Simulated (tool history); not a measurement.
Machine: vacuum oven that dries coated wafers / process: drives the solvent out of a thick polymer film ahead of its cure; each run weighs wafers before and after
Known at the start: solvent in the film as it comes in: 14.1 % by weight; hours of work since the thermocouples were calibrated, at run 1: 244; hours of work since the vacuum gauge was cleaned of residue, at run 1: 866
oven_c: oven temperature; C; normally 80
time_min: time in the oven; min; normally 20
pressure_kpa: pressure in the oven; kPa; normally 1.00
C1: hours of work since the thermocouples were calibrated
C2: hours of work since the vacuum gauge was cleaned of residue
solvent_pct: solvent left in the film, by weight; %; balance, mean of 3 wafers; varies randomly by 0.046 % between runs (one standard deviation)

{"run": 1, "hour": 0.0, "oven_c": 80, "time_min": 20, "pressure_kpa": 1.0, "C1": 244, "C2": 866, "solvent_pct": 1.83}
{"run": 2, "hour": 21.1, "oven_c": 80, "time_min": 20, "pressure_kpa": 1.0, "C1": 261, "C2": 883, "solvent_pct": 1.84}
{"run": 3, "hour": 47.0, "oven_c": 80, "time_min": 20, "pressure_kpa": 1.0, "C1": 282, "C2": 904, "solvent_pct": 1.81}
{"run": 4, "hour": 68.9, "oven_c": 80, "time_min": 20, "pressure_kpa": 1.0, "C1": 299, "C2": 921, "solvent_pct": 1.78}
{"run": 5, "hour": 85.2, "oven_c": 80, "time_min": 20, "pressure_kpa": 1.0, "C1": 312, "C2": 934, "solvent_pct": 1.81}
{"run": 6, "hour": 110.7, "oven_c": 87, "time_min": 20, "pressure_kpa": 1.0, "C1": 332, "C2": 954, "solvent_pct": 0.94}
{"run": 7, "hour": 125.9, "oven_c": 87, "time_min": 20, "pressure_kpa": 1.0, "C1": 344, "C2": 966, "solvent_pct": 1.01}
{"run": 8, "hour": 141.1, "oven_c": 87, "time_min": 20, "pressure_kpa": 1.0, "C1": 356, "C2": 978, "solvent_pct": 0.96}
{"run": 9, "hour": 169.6, "oven_c": 66, "time_min": 13, "pressure_kpa": 1.31, "C1": 379, "C2": 1001, "solvent_pct": 6.35}
{"run": 10, "hour": 193.4, "oven_c": 94, "time_min": 29, "pressure_kpa": 1.86, "C1": 397, "C2": 1019, "solvent_pct": 0.78}
{"run": 11, "hour": 205.7, "oven_c": 71, "time_min": 22, "pressure_kpa": 0.64, "C1": 407, "C2": 1029, "solvent_pct": 2.83}
{"run": 12, "hour": 224.3, "oven_c": 71, "time_min": 22, "pressure_kpa": 0.6, "C1": 422, "C2": 1044, "solvent_pct": 2.81}
{"run": 13, "hour": 251.3, "oven_c": 71, "time_min": 32, "pressure_kpa": 1.0, "C1": 443, "C2": 1065, "solvent_pct": 1.97}
{"run": 14, "hour": 277.2, "oven_c": 71, "time_min": 16, "pressure_kpa": 3.75, "C1": 464, "C2": 1086, "solvent_pct": 6.26}

Here are 3 independent what-if runs from the current tool condition. What would each one return?
{"run": "A", "hour": 296.9, "oven_c": 91, "time_min": 18, "pressure_kpa": 2.34, "C1": 479, "C2": 1101, "solvent_pct": "?"}
{"run": "B", "hour": 296.9, "oven_c": 80, "time_min": 20, "pressure_kpa": 1.0, "C1": 479, "C2": 1101, "solvent_pct": "?"}
{"run": "C", "hour": 296.9, "oven_c": 71, "time_min": 16, "pressure_kpa": 0.99, "C1": 479, "C2": 1101, "solvent_pct": "?"}

run=A solvent_pct=1.39
run=B solvent_pct=1.79
run=C solvent_pct=4.22
Had the tool no hidden state, the same runs would have come out as:
run=A solvent_pct=1.37
run=B solvent_pct=1.76
run=C solvent_pct=4.19

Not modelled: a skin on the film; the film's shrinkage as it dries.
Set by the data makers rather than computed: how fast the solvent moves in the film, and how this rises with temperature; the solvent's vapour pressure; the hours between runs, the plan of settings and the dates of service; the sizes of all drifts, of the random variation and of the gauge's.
